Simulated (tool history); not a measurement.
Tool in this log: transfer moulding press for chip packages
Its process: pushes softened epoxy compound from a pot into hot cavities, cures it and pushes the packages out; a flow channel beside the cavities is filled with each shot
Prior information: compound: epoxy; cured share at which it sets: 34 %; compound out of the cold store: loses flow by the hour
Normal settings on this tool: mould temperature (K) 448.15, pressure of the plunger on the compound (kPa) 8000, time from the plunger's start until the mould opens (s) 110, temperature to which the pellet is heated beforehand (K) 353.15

run	hour	mould temperature (K)	pressure of the plunger on the compound (kPa)	time from the plunger's start until the mould opens (s)	temperature to which the pellet is heated beforehand (K)	incoming compound's hours out of the cold store	length that the compound runs in the flow channel (mm)	greatest force on the pins that push the packages out (N)
1	0.0	448.15	8000	110	353.15	37.2	478	370
2	43.1	448.15	8000	110	353.15	38.3	476	402
# hour 79.5: cavities cleaned with cleaning compound and waxed
3	93.5	448.15	8000	110	353.15	12.7	532	395
# hour 116.1: plunger's sealing rings changed
4	129.1	448.15	8000	110	353.15	42.9	468	382
5	154.1	448.15	8000	110	343.15	25.5	500	411
# hour 205.9: cavities cleaned with cleaning compound and waxed
6	213.2	448.15	8000	110	343.15	41.6	465	378
7	258.6	448.15	8000	110	359.15	25.4	507	389
8	310.9	448.15	8000	93	359.15	8.4	539	556
# hour 333.8: cavities cleaned with cleaning compound and waxed
9	342.3	448.15	8000	125	359.15	30.8	489	335
10	387.8	448.15	8000	125	359.15	41.1	463	307
11	421.6	448.15	8000	125	359.15	18.1	518	329
# hour 457.6: cavities cleaned with cleaning compound and waxed
12	461.3	448.15	8000	110	353.15	13.3	529	396
13	492.2	448.15	8000	110	353.15	33.6	484	371
# hour 526.9: mould's thermocouples calibrated
14	540.5	448.15	8000	137	353.15	21.4	509	318
15	574.2	448.15	8000	137	353.15	10.5	536	322
# hour 583.4: cavities cleaned with cleaning compound and waxed
16	603.2	455.15	8000	110	345.15	12.9	516	318
# hour 651.9: plunger's sealing rings changed
17	663.0	448.15	8000	110	356.15	33.6	483	393
# hour 711.2: cavities cleaned with cleaning compound and waxed
18	716.8	441.15	8000	110	350.15	17.7	529	609
19	764.1	441.15	7560	92	345.15	19.4	516	895
20	804.6	441.15	7560	92	345.15	31.6	488	912
# hour 837.1: cavities cleaned with cleaning compound and waxed
21	840.0	449.15	7200	136	346.15	9.7	510	310
22	865.2	449.15	7200	136	346.15	41.4	446	322
23	906.5	448.15	9970	119	346.15	24.1	564	343
24	940.3	447.15	8000	141	353.15	18.5	517	325
# hour 961.9: cavities cleaned with cleaning compound and waxed
25	972.8	444.15	8950	110	358.15	22.0	551	481
26	1013.2	453.15	8000	142	353.15	17.4	507	298
27	1049.3	447.15	8000	128	351.15	21.2	508	350

The same runs without the tool's hidden state, with the same run-to-run variation:
The tool's hidden condition here consists of: true mould temperature over the reading, C; pressure that reaches the compound, % of what is set; grip of the stained cavities, % over clean ones'; drift of the gauge itself on flow_mm, %; drift of the gauge itself on push_out_n, %.
run	greatest force on the pins that push the packages out (N)
1	367
2	398
3	394
4	379
5	407
6	377
7	386
8	550
9	335
10	304
11	325
12	396
13	369
14	314
15	318
16	317
17	389
18	608
19	888
20	902
21	310
22	320
23	340
24	321
25	480
26	296
27	346
length that the compound runs in the flow channel (mm): within 1 of the measured result in every run.
